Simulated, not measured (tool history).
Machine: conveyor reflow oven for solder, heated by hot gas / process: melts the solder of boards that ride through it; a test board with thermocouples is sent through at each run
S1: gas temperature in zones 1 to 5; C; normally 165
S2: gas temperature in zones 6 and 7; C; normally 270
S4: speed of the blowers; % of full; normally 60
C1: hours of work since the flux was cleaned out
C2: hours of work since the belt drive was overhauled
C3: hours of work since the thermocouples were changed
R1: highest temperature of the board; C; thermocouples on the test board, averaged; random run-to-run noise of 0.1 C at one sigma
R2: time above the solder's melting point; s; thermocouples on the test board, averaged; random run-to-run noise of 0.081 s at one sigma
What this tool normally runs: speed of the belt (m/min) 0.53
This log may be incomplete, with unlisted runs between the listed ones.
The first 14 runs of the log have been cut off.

{"run": 15, "day": 4.238, "S1": 165, "S2": 270, "speed of the belt (m/min)": 0.53, "S4": 60, "C1": 121, "C2": 303, "C3": 428, "R1": 255.5, "R2": 60.18}
{"run": 16, "day": 4.712, "S1": 157, "S2": 270, "speed of the belt (m/min)": 0.53, "S4": 60, "C1": 127, "C2": 309, "C3": 434, "R1": 254, "R2": 56.9}
{"day": 4.967, "done": "flux residue cleaned out of gas plates and filters"}
{"run": 17, "day": 5.233, "S1": 165, "S2": 270, "speed of the belt (m/min)": 0.53, "S4": 63, "C1": 4, "C2": 314, "C3": 438, "R1": 255.6, "R2": 60.36}
{"run": 18, "day": 5.671, "S1": 165, "S2": 276, "speed of the belt (m/min)": 0.495, "S4": 63, "C1": 10, "C2": 320, "C3": 444, "R1": 263.1, "R2": 70.09}
{"run": 19, "day": 6.104, "S1": 160, "S2": 263, "speed of the belt (m/min)": 0.495, "S4": 63, "C1": 15, "C2": 326, "C3": 450, "R1": 250.3, "R2": 59.7}
{"run": 20, "day": 6.408, "S1": 165, "S2": 260, "speed of the belt (m/min)": 0.582, "S4": 87, "C1": 20, "C2": 330, "C3": 454, "R1": 247.3, "R2": 49.97}
{"run": 21, "day": 6.917, "S1": 165, "S2": 260, "speed of the belt (m/min)": 0.582, "S4": 87, "C1": 26, "C2": 337, "C3": 461, "R1": 247.4, "R2": 49.94}
{"day": 7.346, "done": "flux residue cleaned out of gas plates and filters, once more"}
{"run": 22, "day": 7.612, "S1": 173, "S2": 270, "speed of the belt (m/min)": 0.53, "S4": 60, "C1": 4, "C2": 343, "C3": 468, "R1": 256.9, "R2": 64.04}
{"run": 23, "day": 7.9, "S1": 150, "S2": 270, "speed of the belt (m/min)": 0.53, "S4": 60, "C1": 8, "C2": 347, "C3": 472, "R1": 253.7, "R2": 54.89}
{"run": 24, "day": 8.325, "S1": 165, "S2": 271, "speed of the belt (m/min)": 0.517, "S4": 80, "C1": 13, "C2": 353, "C3": 478, "R1": 260.7, "R2": 66.37}
{"run": 25, "day": 8.767, "S1": 164, "S2": 270, "speed of the belt (m/min)": 0.53, "S4": 60, "C1": 19, "C2": 359, "C3": 484, "R1": 255.7, "R2": 60.31}
{"run": 26, "day": 9.267, "S1": 159, "S2": 275, "speed of the belt (m/min)": 0.52, "S4": 54, "C1": 26, "C2": 366, "C3": 490, "R1": 258.8, "R2": 61.58}
{"run": 27, "day": 9.488, "S1": 155, "S2": 270, "speed of the belt (m/min)": 0.571, "S4": 54, "C1": 29, "C2": 369, "C3": 493, "R1": 250.1, "R2": 48.46}
{"run": 28, "day": 9.896, "S1": 173, "S2": 270, "speed of the belt (m/min)": 0.465, "S4": 60, "C1": 35, "C2": 374, "C3": 499, "R1": 259.9, "R2": 76.11}
{"run": 29, "day": 10.146, "S1": 174, "S2": 270, "speed of the belt (m/min)": 0.53, "S4": 51, "C1": 38, "C2": 378, "C3": 502, "R1": 255, "R2": 62.74}
{"run": 30, "day": 10.621, "S1": 174, "S2": 270, "speed of the belt (m/min)": 0.53, "S4": 51, "C1": 44, "C2": 384, "C3": 509, "R1": 255.1, "R2": 62.76}
{"run": 31, "day": 11.058, "S1": 174, "S2": 266, "speed of the belt (m/min)": 0.507, "S4": 60, "C1": 50, "C2": 390, "C3": 515, "R1": 254.1, "R2": 66.09}

Below are 4 alternative next runs, each starting from the tool's condition after run 31. Predict each:
{"run": "A", "day": 11.292, "S1": 163, "S2": 278, "speed of the belt (m/min)": 0.507, "S4": 60, "C1": 54, "C2": 393, "C3": 518, "R1": "?", "R2": "?"}
{"run": "B", "day": 11.292, "S1": 177, "S2": 270, "speed of the belt (m/min)": 0.53, "S4": 60, "C1": 54, "C2": 393, "C3": 518, "R1": "?", "R2": "?"}
{"run": "C", "day": 11.292, "S1": 174, "S2": 261, "speed of the belt (m/min)": 0.507, "S4": 60, "C1": 54, "C2": 393, "C3": 518, "R1": "?", "R2": "?"}
{"run": "D", "day": 11.292, "S1": 169, "S2": 277, "speed of the belt (m/min)": 0.53, "S4": 73, "C1": 54, "C2": 393, "C3": 518, "R1": "?", "R2": "?"}

run=A R1=264 R2=68.25
run=B R1=257.2 R2=65.76
run=C R1=249.5 R2=62.88
run=D R1=264.8 R2=67.92
What these runs would have given with no unlogged condition in the tool:
run=A R1=265.2 R2=68.06
run=B R1=258.4 R2=65.65
run=C R1=250.8 R2=62.98
run=D R1=266.1 R2=67.69

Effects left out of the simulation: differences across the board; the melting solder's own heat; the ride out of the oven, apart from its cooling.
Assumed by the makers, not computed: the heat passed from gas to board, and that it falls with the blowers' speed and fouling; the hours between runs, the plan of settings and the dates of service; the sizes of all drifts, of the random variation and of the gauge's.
